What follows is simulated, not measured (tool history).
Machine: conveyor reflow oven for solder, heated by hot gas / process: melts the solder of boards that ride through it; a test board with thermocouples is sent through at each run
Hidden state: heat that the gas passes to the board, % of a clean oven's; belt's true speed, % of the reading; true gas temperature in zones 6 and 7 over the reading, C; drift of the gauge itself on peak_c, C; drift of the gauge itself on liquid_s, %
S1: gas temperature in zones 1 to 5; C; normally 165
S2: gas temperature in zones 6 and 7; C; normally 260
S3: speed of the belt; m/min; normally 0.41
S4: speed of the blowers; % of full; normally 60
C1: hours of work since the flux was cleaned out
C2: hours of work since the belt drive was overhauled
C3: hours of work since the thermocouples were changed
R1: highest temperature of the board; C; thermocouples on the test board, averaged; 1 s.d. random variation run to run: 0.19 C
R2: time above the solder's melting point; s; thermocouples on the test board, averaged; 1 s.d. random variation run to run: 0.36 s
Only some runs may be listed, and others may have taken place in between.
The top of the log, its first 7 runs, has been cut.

run   hour   S1   S2     S3  S4   C1   C2   C3     R1    R2
  8   92.8  150  260   0.41  60   32  347  775  245.3  53.7
  9  108.8  150  260   0.41  60   45  360  788  245.4  53.3
 10  124.5  150  260   0.41  54   58  372  800  243.8  51.3
 11  136.4  150  260   0.41  54   67  382  810  243.3    51
 12  148.3  150  260   0.41  54   77  391  819  243.6  50.8
 13  163.5  165  260   0.41  58   89  404  831  246.3  59.2
 14  179.1  165  260   0.41  58  101  416  843  246.8  59.8
 15  194.1  165  260   0.41  58  113  428  855  246.6  59.3
 16  207.9  165  260   0.41  60  124  439  866  246.9  59.7
 17  225.1  153  255   0.41  60  138  453  880  240.2  49.1
 18  236.5  158  260  0.439  54  147  462  889  241.9  47.6
     246.2  -- thermocouples of zones 6 and 7 changed
 19  247.2  158  260  0.439  54  154  469    1  242.6  48.2
     257.2  -- flux residue cleaned out of gas plates and filters
 20  265.7  180  257  0.389  58    7  479   12  248.9  72.3
 21  277.5  180  257  0.389  58   16  489   21  248.3  72.5
 22    291  154  272  0.378  58   27  499   32  260.3  73.1
 23  299.8  165  260   0.41  67   34  506   39  249.5  63.1
 24  309.6  162  260  0.385  66   42  514   47  250.3  67.7
 25  321.5  165  254  0.402  60   51  524   56  243.2  59.1
 26  335.2  165  254  0.402  60   62  535   67  243.2  57.9

Expected results for the next run?
 27  350.9  165  254  0.402  60  75  547  79   ?   ?

{"run 27": {"R1": 243, "R2": 58.2}}
With the hidden condition absent and the run-to-run variation left alone, this run would have shown R1 243.3 C, R2 57.6 s.

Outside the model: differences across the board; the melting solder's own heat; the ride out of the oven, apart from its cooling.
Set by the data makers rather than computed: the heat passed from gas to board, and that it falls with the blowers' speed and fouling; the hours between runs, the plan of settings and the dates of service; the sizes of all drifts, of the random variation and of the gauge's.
